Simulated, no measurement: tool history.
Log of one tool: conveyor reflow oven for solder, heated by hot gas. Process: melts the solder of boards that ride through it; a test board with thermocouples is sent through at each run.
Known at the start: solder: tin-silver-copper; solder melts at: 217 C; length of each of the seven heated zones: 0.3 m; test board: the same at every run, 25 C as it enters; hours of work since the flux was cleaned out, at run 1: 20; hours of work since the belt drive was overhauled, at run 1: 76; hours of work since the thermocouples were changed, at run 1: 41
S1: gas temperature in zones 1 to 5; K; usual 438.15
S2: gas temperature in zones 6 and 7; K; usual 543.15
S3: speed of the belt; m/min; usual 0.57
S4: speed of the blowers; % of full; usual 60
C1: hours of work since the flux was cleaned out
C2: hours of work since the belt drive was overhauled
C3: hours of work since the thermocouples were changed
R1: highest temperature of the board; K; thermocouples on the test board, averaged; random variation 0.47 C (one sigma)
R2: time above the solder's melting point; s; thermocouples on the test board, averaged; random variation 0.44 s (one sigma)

run,day,S1,S2,S3,S4,C1,C2,C3,R1,R2
1,0,438.15,543.15,0.57,60,20,76,41,518.05,38.6
2,0.396,438.15,540.15,0.57,60,24,80,46,515.95,36.6
3,0.633,438.15,540.15,0.57,60,27,83,48,516.25,36.7
4,0.917,438.15,540.15,0.57,60,30,86,52,515.55,36.5
5,1.438,438.15,543.15,0.57,60,36,92,57,518.95,37.5
6,1.817,438.15,543.15,0.57,60,40,96,62,518.55,37.9
7,2.2,438.15,543.15,0.57,60,44,100,66,518.15,37.4
8,2.658,438.15,543.15,0.58,60,49,105,71,516.85,36
9,2.9,438.15,543.15,0.58,60,52,108,74,517.45,36.4
10,3.45,438.15,543.15,0.58,60,58,114,80,517.45,36.8
11,3.8,438.15,543.15,0.58,60,62,118,83,516.95,36.5
12,4.096,438.15,543.15,0.57,60,65,121,87,518.25,37.4
13,4.392,438.15,543.15,0.53,60,69,124,90,521.15,43.1
14,4.946,438.15,548.15,0.57,60,75,130,96,521.65,40.1
15,5.5,438.15,548.15,0.57,60,81,137,102,520.55,40.6
16,5.796,438.15,548.15,0.57,60,84,140,106,521.55,41.3
17,6.338,438.15,548.15,0.57,60,90,146,111,521.65,41
18,6.771,438.15,543.15,0.64,56,95,151,116,510.55,26.9
19,7.146,438.15,543.15,0.64,56,99,155,120,510.35,26.6
20,7.692,438.15,543.15,0.507,89,105,161,126,527.85,53.1
21,8.112,440.15,542.15,0.574,62,110,165,131,517.75,37.9
# day 8.354: flux residue cleaned out of gas plates and filters
22,8.862,440.15,539.15,0.551,62,6,171,137,515.85,39.2
23,9.208,440.15,547.15,0.551,53,9,175,141,519.45,40.4
24,9.708,444.15,547.15,0.551,53,15,181,146,520.65,43.7
25,10.225,444.15,547.15,0.551,53,21,186,152,520.65,42.7
26,10.529,436.15,548.15,0.68,86,24,190,156,521.05,33.4
27,10.925,452.15,548.15,0.665,78,28,194,160,522.35,38.6
28,11.371,452.15,533.15,0.645,78,33,199,165,512.55,33.2
# day 11.612: flux residue cleaned out of gas plates and filters, once more
29,11.875,452.15,533.15,0.53,78,3,202,168,519.35,48.7
30,12.442,434.15,557.15,0.53,59,9,209,174,532.25,49.5

The same runs without the tool's hidden state, with the same run-to-run variation:
The hidden state here: heat that the gas passes to the board, % of a clean oven's; belt's true speed, % of the reading; true gas temperature in zones 6 and 7 over the reading, C; drift of the gauge itself on peak_c, C; drift of the gauge itself on liquid_s, %.
run,R1,R2
1,518.65,39.1
2,516.55,37.2
3,516.85,37.3
4,516.15,37.2
5,519.65,38.1
6,519.25,38.5
7,518.95,38.2
8,517.75,36.8
9,518.35,37.2
10,518.45,37.7
11,517.95,37.4
12,519.35,38.4
13,522.15,44
14,522.85,41
15,521.85,41.6
16,522.85,42.3
17,522.95,42
18,511.95,28.3
19,511.95,28
20,529.35,54.1
21,519.35,39.2
22,517.65,40.9
23,521.35,42
24,522.45,45.2
25,522.55,44.3
26,523.75,35.3
27,524.75,40.2
28,514.75,35.3
29,519.95,48.9
30,532.85,49.7
